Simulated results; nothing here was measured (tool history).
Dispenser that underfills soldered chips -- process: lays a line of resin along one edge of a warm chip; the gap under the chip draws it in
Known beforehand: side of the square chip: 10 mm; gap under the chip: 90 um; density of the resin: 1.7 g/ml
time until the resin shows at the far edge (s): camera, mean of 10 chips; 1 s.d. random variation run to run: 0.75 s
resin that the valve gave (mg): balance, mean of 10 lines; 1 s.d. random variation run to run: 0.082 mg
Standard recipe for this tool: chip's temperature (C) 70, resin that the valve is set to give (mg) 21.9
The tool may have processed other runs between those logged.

| run | day | chip's temperature (C) | resin that the valve is set to give (mg) | time until the resin shows at the far edge (s) | resin that the valve gave (mg) |
|---|---|---|---|---|---|
| 1 | 0 | 70 | 21.9 | 61.2 | 21.59 |
| 2 | 0.388 | 70 | 21.9 | 82 | 21.49 |
| 3 | 0.762 | 70 | 21.9 | 74.7 | 21.45 |
| 4 | 1 | 70 | 21.9 | 63.7 | 21.48 |
| 5 | 1.221 | 70 | 21.9 | 74.7 | 21.54 |
| 6 | 1.708 | 70 | 21.9 | 72.7 | 21.61 |
| 7 | 2.158 | 57 | 21.9 | 134.4 | 21.34 |
| 8 | 2.488 | 70 | 20.8 | 62.2 | 20.83 |
| 9 | 2.817 | 70 | 21.3 | 79.5 | 21.27 |
| 10 | 3.038 | 70 | 21.3 | 64.4 | 21.23 |
| 11 | 3.292 | 70 | 21.3 | 76.4 | 21.19 |
| 12 | 3.688 | 70 | 21.3 | 72.3 | 21.13 |
| 13 | 4.096 | 70 | 21.3 | 66.7 | 20.9 |
| 14 | 4.558 | 70 | 21.3 | 66.9 | 20.97 |
| 15 | 5.038 | 79 | 21.1 | 46.2 | 20.71 |
| 16 | 5.271 | 59 | 21.9 | 131.5 | 21.61 |
| 17 | 5.575 | 59 | 21.9 | 117.1 | 21.35 |
| 18 | 5.862 | 67 | 21.9 | 94.4 | 21.64 |
| 19 | 6.121 | 72 | 21.9 | 63.8 | 21.62 |
| 20 | 6.625 | 63 | 23.8 | 93.7 | 23.49 |
| 21 | 7.104 | 61 | 19.8 | 107.4 | 19.59 |
| 22 | 7.354 | 61 | 19.8 | 128.4 | 19.46 |
| 23 | 7.679 | 65 | 25.2 | 89.5 | 24.77 |
| 24 | 8.171 | 65 | 25.2 | 90.4 | 24.8 |
| 25 | 8.538 | 65 | 25.2 | 83.2 | 24.5 |

Not shown: 19 entries that the log had between the listed runs. Between which runs, and how does the tool's hidden state differ before and after?
In the gap between runs 2 and 3: new syringe of resin (day 0.496)
  resin's viscosity, % of fresh resin's: 129.4 -> 118; dose that the valve gives, % of what is set: 98.78 -> 98.46; true chip temperature over the reading, C: 2.01 -> 2.05
  difference, measured minus the result without the unlogged condition, time until the resin shows at the far edge (s): +12.7 -> +5.4; resin that the valve gave (mg): -0.26 -> -0.33
In the gap between runs 3 and 4: new syringe of resin (day 0.979)
  resin's viscosity, % of fresh resin's: 118 -> 100.6; dose that the valve gives, % of what is set: 98.46 -> 98.26; true chip temperature over the reading, C: 2.05 -> 2.07
  difference, measured minus the result without the unlogged condition, time until the resin shows at the far edge (s): +5.4 -> -5.6; resin that the valve gave (mg): -0.33 -> -0.38
In the gap between runs 5 and 6: new syringe of resin (day 1.483)
  resin's viscosity, % of fresh resin's: 117 -> 117.1; dose that the valve gives, % of what is set: 98.07 -> 97.65; true chip temperature over the reading, C: 2.1 -> 2.14
  difference, measured minus the result without the unlogged condition, time until the resin shows at the far edge (s): +4.8 -> +4.5; resin that the valve gave (mg): -0.43 -> -0.52
In the gap between runs 6 and 7: new syringe of resin (day 1.962)
  resin's viscosity, % of fresh resin's: 117.1 -> 114.5; dose that the valve gives, % of what is set: 97.65 -> 97.24; true chip temperature over the reading, C: 2.14 -> 2.19
  difference, measured minus the result without the unlogged condition, time until the resin shows at the far edge (s): +4.5 -> +4.5; resin that the valve gave (mg): -0.52 -> -0.6
In the gap between runs 7 and 8: dispensing valve cleaned and set on the balance (day 2.421); new syringe of resin (day 2.488)
  resin's viscosity, % of fresh resin's: 114.5 -> 99.6; dose that the valve gives, % of what is set: 97.24 -> 100.21; true chip temperature over the reading, C: 2.19 -> 2.22
  difference, measured minus the result without the unlogged condition, time until the resin shows at the far edge (s): +4.5 -> -6.9; resin that the valve gave (mg): -0.6 -> +0.05
In the gap between runs 9 and 10: new syringe of resin (day 2.992)
  resin's viscosity, % of fresh resin's: 125 -> 103.4; dose that the valve gives, % of what is set: 99.92 -> 99.75; true chip temperature over the reading, C: 2.25 -> 2.27
  difference, measured minus the result without the unlogged condition, time until the resin shows at the far edge (s): +9.1 -> -4.6; resin that the valve gave (mg): -0.01 -> -0.06
In the gap between runs 11 and 12: new syringe of resin (day 3.492)
  resin's viscosity, % of fresh resin's: 123.1 -> 115.6; dose that the valve gives, % of what is set: 99.54 -> 99.2; true chip temperature over the reading, C: 2.3 -> 2.34
  difference, measured minus the result without the unlogged condition, time until the resin shows at the far edge (s): +7.6 -> +2.9; resin that the valve gave (mg): -0.09 -> -0.17
In the gap between runs 12 and 13: new syringe of resin (day 3.975)
  resin's viscosity, % of fresh resin's: 115.6 -> 107.7; dose that the valve gives, % of what is set: 99.2 -> 98.87; true chip temperature over the reading, C: 2.34 -> 2.38
  difference, measured minus the result without the unlogged condition, time until the resin shows at the far edge (s): +2.9 -> -2.1; resin that the valve gave (mg): -0.17 -> -0.24
In the gap between runs 13 and 14: new syringe of resin (day 4.454)
  resin's viscosity, % of fresh resin's: 107.7 -> 107.2; dose that the valve gives, % of what is set: 98.87 -> 98.47; true chip temperature over the reading, C: 2.38 -> 2.43
  difference, measured minus the result without the unlogged condition, time until the resin shows at the far edge (s): -2.1 -> -2.5; resin that the valve gave (mg): -0.24 -> -0.33
In the gap between runs 14 and 15: new syringe of resin (day 4.938)
  resin's viscosity, % of fresh resin's: 107.2 -> 108.3; dose that the valve gives, % of what is set: 98.47 -> 98.09; true chip temperature over the reading, C: 2.43 -> 2.48
  difference, measured minus the result without the unlogged condition, time until the resin shows at the far edge (s): -2.5 -> -1; resin that the valve gave (mg): -0.33 -> -0.4
In the gap between runs 16 and 17: new syringe of resin (day 5.417)
  resin's viscosity, % of fresh resin's: 127 -> 112.9; dose that the valve gives, % of what is set: 97.91 -> 97.64; true chip temperature over the reading, C: 2.51 -> 2.54
  difference, measured minus the result without the unlogged condition, time until the resin shows at the far edge (s): +15 -> +0.4; resin that the valve gave (mg): -0.46 -> -0.52
In the gap between runs 17 and 18: dispensing valve cleaned and set on the balance (day 5.746)
  resin's viscosity, % of fresh resin's: 112.9 -> 133.6; dose that the valve gives, % of what is set: 97.64 -> 99.64; true chip temperature over the reading, C: 2.54 -> 2.57
  difference, measured minus the result without the unlogged condition, time until the resin shows at the far edge (s): +0.4 -> +14.9; resin that the valve gave (mg): -0.52 -> -0.08
In the gap between runs 18 and 19: new syringe of resin (day 5.958)
  resin's viscosity, % of fresh resin's: 133.6 -> 112; dose that the valve gives, % of what is set: 99.64 -> 99.44; true chip temperature over the reading, C: 2.57 -> 2.59
  difference, measured minus the result without the unlogged condition, time until the resin shows at the far edge (s): +14.9 -> -0.1; resin that the valve gave (mg): -0.08 -> -0.13
In the gap between runs 19 and 20: new syringe of resin (day 6.438)
  resin's viscosity, % of fresh resin's: 112 -> 112.5; dose that the valve gives, % of what is set: 99.44 -> 99.05; true chip temperature over the reading, C: 2.59 -> 2.65
  difference, measured minus the result without the unlogged condition, time until the resin shows at the far edge (s): -0.1 -> -0.6; resin that the valve gave (mg): -0.13 -> -0.23
In the gap between runs 20 and 21: new syringe of resin (day 6.925)
  resin's viscosity, % of fresh resin's: 112.5 -> 113; dose that the valve gives, % of what is set: 99.05 -> 98.68; true chip temperature over the reading, C: 2.65 -> 2.7
  difference, measured minus the result without the unlogged condition, time until the resin shows at the far edge (s): -0.6 -> -0.3; resin that the valve gave (mg): -0.23 -> -0.26
In the gap between runs 22 and 23: new syringe of resin (day 7.417)
  resin's viscosity, % of fresh resin's: 133.9 -> 118.6; dose that the valve gives, % of what is set: 98.46 -> 98.18; true chip temperature over the reading, C: 2.73 -> 2.76
  difference, measured minus the result without the unlogged condition, time until the resin shows at the far edge (s): +19.7 -> +3.8; resin that the valve gave (mg): -0.31 -> -0.46
In the gap between runs 23 and 24: new syringe of resin (day 7.925)
  resin's viscosity, % of fresh resin's: 118.6 -> 119; dose that the valve gives, % of what is set: 98.18 -> 97.79; true chip temperature over the reading, C: 2.76 -> 2.82
  difference, measured minus the result without the unlogged condition, time until the resin shows at the far edge (s): +3.8 -> +3.9; resin that the valve gave (mg): -0.46 -> -0.56
In the gap between runs 24 and 25: new syringe of resin (day 8.408)
  resin's viscosity, % of fresh resin's: 119 -> 110.9; dose that the valve gives, % of what is set: 97.79 -> 97.48; true chip temperature over the reading, C: 2.82 -> 2.86
  difference, measured minus the result without the unlogged condition, time until the resin shows at the far edge (s): +3.9 -> -2.4; resin that the valve gave (mg): -0.56 -> -0.63
